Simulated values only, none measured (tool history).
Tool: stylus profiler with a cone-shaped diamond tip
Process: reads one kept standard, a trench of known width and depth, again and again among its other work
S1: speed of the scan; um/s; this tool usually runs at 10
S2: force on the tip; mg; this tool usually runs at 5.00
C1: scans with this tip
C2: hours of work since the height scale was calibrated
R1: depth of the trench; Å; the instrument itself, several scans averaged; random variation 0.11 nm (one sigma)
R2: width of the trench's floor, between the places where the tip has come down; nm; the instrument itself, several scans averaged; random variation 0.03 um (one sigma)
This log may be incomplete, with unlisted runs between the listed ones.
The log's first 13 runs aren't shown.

| run | hour | S1 | S2 | C1 | C2 | R1 | R2 |
|---|---|---|---|---|---|---|---|
| 14 | 1126.2 | 10 | 3.43 | 20488 | 1305 | 2043.4 | 96750 |
| 15 | 1243.2 | 11 | 5.00 | 21043 | 1390 | 2054.8 | 96720 |
| 16 | 1328.1 | 11 | 5.00 | 21445 | 1451 | 2054.9 | 96610 |
| 17 | 1424.4 | 10 | 5.44 | 21903 | 1521 | 2056.0 | 96690 |
| 18 | 1553.2 | 10 | 5.44 | 22513 | 1614 | 2059.1 | 96640 |
|  | 1566.4 | new tip fitted, height scale calibrated |
| 19 | 1616.6 | 10 | 5.44 | 238 | 36 | 2046.8 | 97970 |
| 20 | 1738.4 | 14 | 4.84 | 816 | 125 | 2044.5 | 97910 |
| 21 | 1818.1 | 5 | 12.62 | 1194 | 182 | 2083.2 | 97930 |
| 22 | 1947.1 | 5 | 5.00 | 1806 | 276 | 2046.6 | 97910 |
| 23 | 2015.2 | 4 | 13.56 | 2129 | 325 | 2089.9 | 97870 |
| 24 | 2103.4 | 39 | 6.48 | 2548 | 389 | 2056.5 | 97700 |
| 25 | 2170.1 | 39 | 6.48 | 2864 | 437 | 2057.1 | 97630 |
| 26 | 2225.4 | 19 | 2.46 | 3126 | 477 | 2032.7 | 97750 |
| 27 | 2332.1 | 25 | 3.86 | 3633 | 555 | 2044.2 | 97600 |
| 28 | 2388.8 | 7 | 3.86 | 3902 | 596 | 2041.3 | 97700 |
| 29 | 2492.5 | 7 | 3.86 | 4394 | 671 | 2044.9 | 97580 |
| 30 | 2619.7 | 6 | 4.72 | 4997 | 763 | 2049.3 | 97640 |
| 31 | 2731.7 | 6 | 4.72 | 5528 | 844 | 2047.8 | 97570 |
| 32 | 2845.5 | 16 | 13.36 | 6068 | 927 | 2092.2 | 97560 |
| 33 | 2915.2 | 4 | 7.60 | 6399 | 977 | 2064.1 | 97570 |
| 34 | 3009.2 | 21 | 5.60 | 6845 | 1045 | 2056.9 | 97480 |
| 35 | 3078.6 | 3 | 2.11 | 7174 | 1096 | 2035.4 | 97450 |
| 36 | 3166.1 | 31 | 3.39 | 7589 | 1159 | 2044.3 | 97350 |
| 37 | 3233.1 | 31 | 3.39 | 7907 | 1208 | 2045.3 | 97290 |
| 38 | 3321.4 | 22 | 12.26 | 8326 | 1272 | 2091.8 | 97380 |

Below are 5 alternative next runs, each starting from the tool's condition after run 38. Predict each:
| A | 3450.3 | 21 | 4.40 | 8938 | 1365 | ? | ? |
| B | 3450.3 | 22 | 2.67 | 8938 | 1365 | ? | ? |
| C | 3450.3 | 7 | 2.14 | 8938 | 1365 | ? | ? |
| D | 3450.3 | 22 | 2.07 | 8938 | 1365 | ? | ? |
| E | 3450.3 | 16 | 12.26 | 8938 | 1365 | ? | ? |

| run | R1 | R2 |
|---|---|---|
| A | 2050.8 | 97350 |
| B | 2039.4 | 97270 |
| C | 2035.8 | 97310 |
| D | 2035.6 | 97280 |
| E | 2089.6 | 97360 |
Without the tool's hidden state the same runs would have given:
| run | R1 | R2 |
|---|---|---|
| A | 2038.6 | 98000 |
| B | 2027.2 | 97930 |
| C | 2023.7 | 97960 |
| D | 2023.4 | 97930 |
| E | 2077.1 | 98010 |

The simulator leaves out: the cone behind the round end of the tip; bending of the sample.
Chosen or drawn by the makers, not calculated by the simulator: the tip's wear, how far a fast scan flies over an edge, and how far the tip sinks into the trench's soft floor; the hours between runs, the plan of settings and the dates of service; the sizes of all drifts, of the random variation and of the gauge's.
